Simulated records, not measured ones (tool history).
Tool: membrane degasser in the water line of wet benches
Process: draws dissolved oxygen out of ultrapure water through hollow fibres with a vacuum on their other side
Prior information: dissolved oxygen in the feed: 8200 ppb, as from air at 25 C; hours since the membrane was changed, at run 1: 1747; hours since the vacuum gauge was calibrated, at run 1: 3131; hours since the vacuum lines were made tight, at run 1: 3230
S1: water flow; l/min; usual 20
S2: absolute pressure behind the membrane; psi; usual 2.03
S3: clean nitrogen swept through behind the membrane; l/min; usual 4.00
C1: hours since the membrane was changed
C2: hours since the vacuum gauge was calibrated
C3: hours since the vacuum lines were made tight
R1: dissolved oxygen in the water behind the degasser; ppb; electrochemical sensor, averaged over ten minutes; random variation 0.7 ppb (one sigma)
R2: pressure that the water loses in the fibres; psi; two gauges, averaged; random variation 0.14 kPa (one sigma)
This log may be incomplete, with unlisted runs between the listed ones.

Run 1, hour 0.0: usual settings; C1 1747; C2 3131; C3 3230. Result: R1 143.5 ppb, R2 5.925 psi.
Run 2, hour 45.8: usual settings; C1 1793; C2 3177; C3 3276. Result: R1 141.9 ppb, R2 6.018 psi.
Run 3, hour 114.1: usual settings; C1 1861; C2 3245; C3 3344. Result: R1 143.1 ppb, R2 6.048 psi.
Run 4, hour 146.2: usual settings; C1 1893; C2 3277; C3 3376. Result: R1 144.8 ppb, R2 6.007 psi.
Run 5, hour 215.0: usual settings; C1 1962; C2 3346; C3 3445. Result: R1 145.7 ppb, R2 6.005 psi.
Run 6, hour 276.2: usual settings but S3 2.77 l/min; C1 2023; C2 3407; C3 3506. Result: R1 198.8 ppb, R2 5.997 psi.
Run 7, hour 310.3: usual settings but S2 2.18 psi; C1 2057; C2 3441; C3 3540. Result: R1 155.6 ppb, R2 5.968 psi.
Run 8, hour 368.2: usual settings but S2 2.18 psi; C1 2115; C2 3499; C3 3598. Result: R1 154.9 ppb, R2 5.996 psi.
Run 9, hour 409.1: usual settings but S2 2.18 psi; C1 2156; C2 3540; C3 3639. Result: R1 156.7 ppb, R2 5.990 psi.
Run 10, hour 464.3: usual settings but S2 2.18 psi; C1 2211; C2 3595; C3 3694. Result: R1 155.8 ppb, R2 5.962 psi.
Run 11, hour 511.0: usual settings but S2 2.18 psi; C1 2258; C2 3642; C3 3741. Result: R1 156.2 ppb, R2 5.967 psi.
Run 12, hour 544.0: usual settings but S2 2.18 psi; C1 2291; C2 3675; C3 3774. Result: R1 154.8 ppb, R2 5.976 psi.
Run 13, hour 575.8: usual settings but S2 2.18 psi; C1 2323; C2 3707; C3 3806. Result: R1 154.7 ppb, R2 5.967 psi.
Run 14, hour 636.6: usual settings but S2 4.83 psi; C1 2383; C2 3768; C3 3866. Result: R1 365.6 ppb, R2 5.938 psi.
Run 15, hour 666.5: usual settings but S2 4.83 psi; C1 2413; C2 3798; C3 3896. Result: R1 364.6 ppb, R2 5.967 psi.
Run 16, hour 735.1: usual settings but S2 4.83 psi; C1 2482; C2 3866; C3 3965. Result: R1 367.2 ppb, R2 5.976 psi.
Run 17, hour 792.5: usual settings but S1 31 l/min, S2 1.38 psi, S3 2.13 l/min; C1 2539; C2 3924; C3 4022. Result: R1 247.9 ppb, R2 9.185 psi.
Run 18, hour 836.4: usual settings but S1 31 l/min, S2 1.38 psi, S3 2.13 l/min; C1 2583; C2 3967; C3 4066. Result: R1 249.0 ppb, R2 9.204 psi.
Run 19, hour 888.0: usual settings but S1 12 l/min, S2 1.91 psi, S3 10.86 l/min; C1 2635; C2 4019; C3 4118. Result: R1 30.1 ppb, R2 3.565 psi.
Run 20, hour 921.9: usual settings but S1 12 l/min, S2 1.91 psi, S3 10.86 l/min; C1 2669; C2 4053; C3 4152. Result: R1 30.7 ppb, R2 3.578 psi.
Run 21, hour 955.6: usual settings but S1 14 l/min, S2 1.84 psi, S3 2.09 l/min; C1 2702; C2 4087; C3 4185. Result: R1 155.6 ppb, R2 4.161 psi.
Run 22, hour 987.9: usual settings but S2 1.68 psi, S3 4.68 l/min; C1 2735; C2 4119; C3 4218. Result: R1 101.1 ppb, R2 5.947 psi.
Run 23, hour 1044.8: usual settings but S1 15 l/min, S2 4.12 psi, S3 3.38 l/min; C1 2792; C2 4176; C3 4275. Result: R1 272.5 ppb, R2 4.470 psi.
Run 24, hour 1090.2: usual settings but S1 30 l/min, S2 4.29 psi, S3 3.38 l/min; C1 2837; C2 4221; C3 4320. Result: R1 561.3 ppb, R2 8.923 psi.
Run 25, hour 1135.9: usual settings but S1 30 l/min, S2 4.29 psi, S3 3.38 l/min; C1 2883; C2 4267; C3 4366. Result: R1 556.9 ppb, R2 8.888 psi.
Run 26, hour 1198.2: usual settings but S1 30 l/min, S2 4.29 psi, S3 3.38 l/min; C1 2945; C2 4329; C3 4428. Result: R1 557.4 ppb, R2 8.884 psi.
Run 27, hour 1270.8: usual settings but S2 3.16 psi, S3 11.53 l/min; C1 3018; C2 4402; C3 4501. Result: R1 93.8 ppb, R2 5.883 psi.
Run 28, hour 1309.5: usual settings but S1 13 l/min, S2 1.36 psi, S3 10.08 l/min; C1 3056; C2 4441; C3 4539. Result: R1 23.5 ppb, R2 3.843 psi.
Run 29, hour 1381.4: usual settings but S1 24 l/min, S2 4.38 psi, S3 3.25 l/min; C1 3128; C2 4512; C3 4611. Result: R1 474.5 ppb, R2 7.078 psi.
Run 30, hour 1450.3: usual settings but S1 24 l/min, S2 4.38 psi, S3 3.25 l/min; C1 3197; C2 4581; C3 4680. Result: R1 475.7 ppb, R2 7.098 psi.
Run 31, hour 1519.8: usual settings but S3 10.04 l/min; C1 3267; C2 4651; C3 4750. Result: R1 67.3 ppb, R2 5.932 psi.

A few steps of R2 between consecutive runs. Split each: what settings, incoming material and random variation would produce without the hidden state, and what is left over for the hidden state, along with gauge scatter present in only one of the two compared results (measured, and without hidden state):
Unlogged tool condition in this case: membrane still open, %; true pressure behind the membrane over the reading, kPa; air that leaks in behind the membrane, l/min; drift of the gauge itself on oxygen_ppb, %; drift of the gauge itself on loss_of_pressure_kpa, %.
Run 18 -> 19: S1 31 -> 12, S2 1.38 -> 1.91, S3 2.13 -> 10.86. R2 -5.639 psi: hidden state +0.058, all else -5.697.
Run 23 -> 24: S1 15 -> 30, S2 4.12 -> 4.29. R2 +4.453 psi: hidden state -0.062, all else +4.515.
Run 28 -> 29: S1 13 -> 24, S2 1.36 -> 4.38, S3 10.08 -> 3.25. R2 +3.234 psi: hidden state -0.059, all else +3.294.
